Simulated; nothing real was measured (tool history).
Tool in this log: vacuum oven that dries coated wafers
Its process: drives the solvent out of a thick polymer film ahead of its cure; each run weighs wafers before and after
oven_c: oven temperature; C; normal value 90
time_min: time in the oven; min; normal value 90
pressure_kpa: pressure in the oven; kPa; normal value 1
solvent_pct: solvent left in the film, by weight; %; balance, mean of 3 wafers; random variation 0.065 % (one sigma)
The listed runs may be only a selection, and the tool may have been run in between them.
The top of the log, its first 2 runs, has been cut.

run	hour	oven_c	time_min	pressure_kpa	solvent_pct
3	121.8	95	90	1	3.45
4	198.4	90	90	0.76	5.44
5	231.2	90	88	1	5.7
6	270.3	90	88	1	5.66
7	313.7	90	99	1	5
8	364	90	56	1	8.82
9	412.6	90	56	1	8.68
10	456.6	90	56	1	8.95
11	514.9	90	56	1	8.88
12	584.2	90	56	1	8.74
# hour 592.1: vacuum gauge cleaned of residue and calibrated
13	634	90	90	1	5.75
14	709.1	90	90	1	5.75
# hour 756.4: vacuum gauge cleaned of residue and calibrated, once more
15	765.2	90	90	1	5.73
16	830.5	92	90	1	4.83
17	881.8	92	77	1.64	6.05
18	950.9	92	77	1.64	6.02
19	1003.1	92	77	1.64	6
20	1074.6	92	58	1.64	7.97
21	1127.7	92	58	1.64	7.82
22	1162	79	50	1.64	14.6
23	1224.2	79	50	1.64	14.46
24	1294.6	78	79	1.14	12.57
25	1365	78	79	1.14	12.73

Run 26 comes next. What will it give?
26	1427.5	76	66	1	?

Run 26 came out at solvent_pct 14.04 %.
On a tool with no hidden condition, and with the same random variation, this run would have come out at solvent_pct 13.26 %.
